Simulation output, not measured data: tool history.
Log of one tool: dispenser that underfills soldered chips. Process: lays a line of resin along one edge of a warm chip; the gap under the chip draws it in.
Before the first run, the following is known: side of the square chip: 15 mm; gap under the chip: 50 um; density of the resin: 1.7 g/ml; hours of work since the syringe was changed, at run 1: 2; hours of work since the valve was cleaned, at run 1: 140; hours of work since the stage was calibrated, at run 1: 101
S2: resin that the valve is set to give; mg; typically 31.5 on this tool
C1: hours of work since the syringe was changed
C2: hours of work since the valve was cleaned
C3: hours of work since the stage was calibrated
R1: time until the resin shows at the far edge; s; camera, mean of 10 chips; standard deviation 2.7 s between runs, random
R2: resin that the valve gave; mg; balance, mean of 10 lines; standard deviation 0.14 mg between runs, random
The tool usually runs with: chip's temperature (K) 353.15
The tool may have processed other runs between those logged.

{"run": 1, "day": 0.0, "chip's temperature (K)": 353.15, "S2": 31.5, "C1": 2, "C2": 140, "C3": 101, "R1": 299.8, "R2": 29.03}
{"run": 2, "day": 0.329, "chip's temperature (K)": 353.15, "S2": 31.5, "C1": 7, "C2": 145, "C3": 105, "R1": 393.3, "R2": 29.41}
{"day": 0.362, "done": "new syringe of resin"}
{"day": 0.475, "done": "dispensing valve cleaned and set on the balance"}
{"run": 3, "day": 0.654, "chip's temperature (K)": 353.15, "S2": 31.5, "C1": 4, "C2": 3, "C3": 109, "R1": 335.9, "R2": 31.53}
{"run": 4, "day": 0.825, "chip's temperature (K)": 353.15, "S2": 34.3, "C1": 6, "C2": 5, "C3": 112, "R1": 389.5, "R2": 34.38}
{"day": 0.879, "done": "new syringe of resin"}
{"run": 5, "day": 1.0, "chip's temperature (K)": 353.15, "S2": 34.3, "C1": 2, "C2": 7, "C3": 114, "R1": 300.9, "R2": 34.37}
{"day": 1.354, "done": "new syringe of resin"}
{"run": 6, "day": 1.354, "chip's temperature (K)": 353.15, "S2": 31.5, "C1": 0, "C2": 12, "C3": 119, "R1": 273.5, "R2": 31.31}
{"run": 7, "day": 1.55, "chip's temperature (K)": 353.15, "S2": 31.5, "C1": 3, "C2": 15, "C3": 122, "R1": 320.4, "R2": 31.19}
{"day": 1.846, "done": "new syringe of resin"}
{"run": 8, "day": 1.9, "chip's temperature (K)": 353.15, "S2": 31.5, "C1": 1, "C2": 20, "C3": 127, "R1": 294.0, "R2": 31.2}
{"run": 9, "day": 2.058, "chip's temperature (K)": 347.15, "S2": 31.5, "C1": 3, "C2": 23, "C3": 129, "R1": 441.7, "R2": 31.31}
{"day": 2.325, "done": "new syringe of resin"}
{"run": 10, "day": 2.417, "chip's temperature (K)": 356.15, "S2": 28.4, "C1": 1, "C2": 28, "C3": 134, "R1": 267.9, "R2": 27.97}
{"run": 11, "day": 2.625, "chip's temperature (K)": 347.15, "S2": 38.8, "C1": 4, "C2": 31, "C3": 137, "R1": 468.7, "R2": 38.33}
{"day": 2.8, "done": "new syringe of resin"}
{"run": 12, "day": 2.946, "chip's temperature (K)": 353.15, "S2": 28.0, "C1": 2, "C2": 35, "C3": 142, "R1": 323.7, "R2": 27.48}
{"run": 13, "day": 3.242, "chip's temperature (K)": 341.15, "S2": 38.7, "C1": 6, "C2": 39, "C3": 146, "R1": 701.7, "R2": 38.25}
{"day": 3.279, "done": "new syringe of resin"}
{"run": 14, "day": 3.454, "chip's temperature (K)": 339.15, "S2": 29.9, "C1": 3, "C2": 42, "C3": 149, "R1": 642.1, "R2": 29.42}
{"run": 15, "day": 3.65, "chip's temperature (K)": 353.15, "S2": 27.1, "C1": 5, "C2": 45, "C3": 152, "R1": 385.9, "R2": 26.64}

What does the tool deliver on the next run?
{"day": 3.767, "done": "new syringe of resin"}
{"run": 16, "day": 3.862, "chip's temperature (K)": 342.15, "S2": 28.5, "C1": 1, "C2": 48, "C3": 155, "R1": "?", "R2": "?"}

R1: 515.9 s
R2: 27.96 mg
On a tool with no hidden condition, and with the same random variation, this run would have come out at R1 461.0 s, R2 28.64 mg.

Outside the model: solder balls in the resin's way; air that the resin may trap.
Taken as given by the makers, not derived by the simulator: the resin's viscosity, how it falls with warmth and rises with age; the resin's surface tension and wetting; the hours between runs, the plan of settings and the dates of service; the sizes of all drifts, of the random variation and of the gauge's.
